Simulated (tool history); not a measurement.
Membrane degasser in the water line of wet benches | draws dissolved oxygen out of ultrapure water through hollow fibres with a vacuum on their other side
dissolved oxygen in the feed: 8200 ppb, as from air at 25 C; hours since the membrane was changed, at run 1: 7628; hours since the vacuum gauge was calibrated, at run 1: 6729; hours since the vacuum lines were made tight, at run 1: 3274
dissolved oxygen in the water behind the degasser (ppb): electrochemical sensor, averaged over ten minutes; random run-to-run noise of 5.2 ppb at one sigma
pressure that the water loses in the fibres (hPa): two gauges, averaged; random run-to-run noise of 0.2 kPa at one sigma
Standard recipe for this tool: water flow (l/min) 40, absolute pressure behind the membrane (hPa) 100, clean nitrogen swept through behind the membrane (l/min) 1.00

| run | hour | water flow (l/min) | absolute pressure behind the membrane (hPa) | clean nitrogen swept through behind the membrane (l/min) | hours since the membrane was changed | hours since the vacuum gauge was calibrated | hours since the vacuum lines were made tight | dissolved oxygen in the water behind the degasser (ppb) | pressure that the water loses in the fibres (hPa) |
|---|---|---|---|---|---|---|---|---|---|
| 1 | 0.0 | 40 | 100 | 1.00 | 7628 | 6729 | 3274 | 565.5 | 474.2 |
| 2 | 93.8 | 40 | 100 | 1.00 | 7722 | 6823 | 3368 | 571.9 | 479.3 |
| 3 | 191.2 | 40 | 100 | 1.00 | 7820 | 6920 | 3465 | 561.9 | 476.5 |
| 4 | 308.4 | 40 | 100 | 1.00 | 7937 | 7037 | 3583 | 572.1 | 479.1 |
| 5 | 406.4 | 40 | 100 | 1.00 | 8035 | 7135 | 3681 | 567.2 | 480.9 |
| 6 | 593.3 | 40 | 100 | 1.00 | 8222 | 7322 | 3868 | 573.1 | 477.6 |
| 7 | 748.0 | 51 | 100 | 1.00 | 8376 | 7477 | 4022 | 704.1 | 615.4 |
|  | 811.7 | vacuum gauge calibrated |
| 8 | 862.9 | 40 | 100 | 1.00 | 8491 | 51 | 4137 | 526.8 | 478.6 |
| 9 | 981.5 | 40 | 67 | 1.00 | 8609 | 170 | 4255 | 278.6 | 482.1 |
| 10 | 1176.5 | 40 | 67 | 1.00 | 8804 | 365 | 4450 | 284.2 | 478.9 |
| 11 | 1372.1 | 40 | 67 | 1.00 | 9000 | 560 | 4646 | 283.3 | 484.3 |
| 12 | 1510.4 | 40 | 67 | 1.00 | 9138 | 699 | 4784 | 286.2 | 482.7 |
| 13 | 1659.6 | 40 | 82 | 1.00 | 9287 | 848 | 4933 | 398.3 | 483.2 |
| 14 | 1843.3 | 29 | 82 | 2.22 | 9471 | 1032 | 5117 | 155.5 | 349.3 |
| 15 | 2033.0 | 53 | 80 | 1.15 | 9661 | 1221 | 5307 | 449.1 | 645.6 |
| 16 | 2227.5 | 53 | 80 | 1.15 | 9855 | 1416 | 5501 | 449.7 | 646.2 |
| 17 | 2452.6 | 33 | 80 | 1.15 | 10080 | 1641 | 5726 | 295.8 | 399.2 |
| 18 | 2666.4 | 40 | 88 | 1.00 | 10294 | 1855 | 5940 | 456.2 | 486.4 |
| 19 | 2856.8 | 40 | 88 | 1.00 | 10485 | 2045 | 6131 | 443.0 | 489.8 |
| 20 | 2998.7 | 40 | 177 | 1.00 | 10627 | 2187 | 6272 | 1059.6 | 491.3 |
| 21 | 3165.4 | 25 | 107 | 0.81 | 10793 | 2354 | 6439 | 481.5 | 301.4 |
| 22 | 3321.3 | 25 | 107 | 0.81 | 10949 | 2510 | 6595 | 480.7 | 302.4 |
| 23 | 3429.8 | 25 | 107 | 1.89 | 11058 | 2618 | 6704 | 232.6 | 306.2 |
| 24 | 3609.5 | 25 | 107 | 1.89 | 11237 | 2798 | 6883 | 236.1 | 307.6 |
| 25 | 3826.6 | 25 | 107 | 1.89 | 11454 | 3015 | 7100 | 237.8 | 305.3 |
| 26 | 4037.3 | 36 | 107 | 1.89 | 11665 | 3226 | 7311 | 331.5 | 443.7 |

Below are 4 alternative next runs, each starting from the tool's condition after run 26. Predict each:
| A | 4175.6 | 27 | 76 | 1.21 | 11803 | 3364 | 7449 | ? | ? |
| B | 4175.6 | 29 | 158 | 0.90 | 11803 | 3364 | 7449 | ? | ? |
| C | 4175.6 | 36 | 153 | 0.87 | 11803 | 3364 | 7449 | ? | ? |
| D | 4175.6 | 61 | 107 | 1.89 | 11803 | 3364 | 7449 | ? | ? |

| run | dissolved oxygen in the water behind the degasser (ppb) | pressure that the water loses in the fibres (hPa) |
|---|---|---|
| A | 224.9 | 333.6 |
| B | 812.7 | 357.5 |
| C | 929.1 | 443.5 |
| D | 550.0 | 746.0 |
What these runs would have given with no unlogged condition in the tool:
| run | dissolved oxygen in the water behind the degasser (ppb) | pressure that the water loses in the fibres (hPa) |
|---|---|---|
| A | 210.4 | 306.6 |
| B | 792.0 | 328.6 |
| C | 908.7 | 407.6 |
| D | 515.8 | 685.5 |
